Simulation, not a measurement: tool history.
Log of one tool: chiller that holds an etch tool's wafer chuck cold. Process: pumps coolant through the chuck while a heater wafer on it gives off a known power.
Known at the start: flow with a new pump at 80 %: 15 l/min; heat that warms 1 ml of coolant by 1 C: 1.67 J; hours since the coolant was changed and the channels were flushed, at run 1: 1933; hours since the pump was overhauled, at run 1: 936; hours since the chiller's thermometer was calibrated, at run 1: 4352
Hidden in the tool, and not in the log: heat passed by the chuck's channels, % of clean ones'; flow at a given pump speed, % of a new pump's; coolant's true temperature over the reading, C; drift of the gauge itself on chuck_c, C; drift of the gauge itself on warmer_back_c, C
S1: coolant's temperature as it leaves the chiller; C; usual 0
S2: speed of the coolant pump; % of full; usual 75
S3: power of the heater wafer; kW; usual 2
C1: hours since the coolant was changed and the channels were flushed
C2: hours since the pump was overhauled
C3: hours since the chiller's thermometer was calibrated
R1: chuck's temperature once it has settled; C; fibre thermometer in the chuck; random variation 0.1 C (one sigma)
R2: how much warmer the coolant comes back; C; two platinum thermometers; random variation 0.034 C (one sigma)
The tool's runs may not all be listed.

run,hour,S1,S2,S3,C1,C2,C3,R1,R2
1,0,0,75,2,1933,936,4352,13.5,5.11
2,17,0,75,2,1950,953,4369,13.5,5.18
3,33.4,0,75,2,1966,970,4386,13.4,5.19
4,57.8,7,75,2,1991,994,4410,20.5,5.13
5,78.2,-4,75,2,2011,1015,4430,9.4,5.12
6,107.5,0,75,2,2040,1044,4460,13.4,5.12
7,137.8,0,75,2.626,2071,1074,4490,17.9,6.69
8,163.2,0,75,2.626,2096,1100,4515,17.7,6.72
9,187.5,0,75,2,2120,1124,4540,13.5,5.17
10,204.6,0,61,2,2137,1141,4557,16.2,6.35
11,233,0,61,2,2166,1169,4585,15.9,6.32
12,265.3,0,61,2,2198,1202,4618,16.1,6.33
13,290.6,0,75,2,2223,1227,4643,13.3,5.2
14,320.1,0,75,2,2253,1257,4672,13.6,5.17
15,348.6,0,78,2,2281,1285,4701,13,4.96
16,367.7,0,66,2,2300,1304,4720,15,5.81
17,387.7,0,62,2,2320,1324,4740,15.9,6.2
# hour 413.6: chiller's thermometer calibrated
18,422.1,-1,71,2.243,2354,1358,9,14.8,6.08
19,441.1,-7,75,2,2373,1377,27,6.4,5.09
20,466.9,0,75,1.362,2399,1402,53,9.1,3.45
21,499.5,0,75,1.362,2431,1435,86,9.1,3.52
22,517.5,0,75,1.362,2449,1453,104,9.1,3.49
23,543.9,10,75,1.286,2476,1479,130,18.6,3.27
24,563,5,85,2.002,2495,1498,149,17.2,4.53
25,591.2,6,85,1.623,2523,1527,178,15.9,3.63
26,614,0,75,1.262,2546,1549,200,8.5,3.24
27,646.3,-9,68,2.158,2578,1582,233,6.8,6.14
28,660.7,-1,64,1.641,2592,1596,247,11.5,4.95
29,680.8,5,75,2,2613,1616,267,18.4,5.11
30,700.7,0,99,2.981,2632,1636,287,15.8,5.71
31,720.7,-8,95,1.689,2652,1656,307,1.3,3.44
32,749.1,-8,95,1.689,2681,1685,336,1.3,3.45
33,782.1,-8,74,1.413,2714,1718,368,1.5,3.69

Forecast each of these 3 alternatives for the next run:
A,804.7,-8,78,1.413,2736,1740,391,?,?
B,804.7,1,75,2,2736,1740,391,?,?
C,804.7,3,75,1.524,2736,1740,391,?,?

run,R1,R2
A,1.1,3.51
B,14.5,5.15
C,13.1,3.85
Without the tool's hidden state the same runs would have given:
run,R1,R2
A,1.1,3.51
B,14.5,5.15
C,13.1,3.84
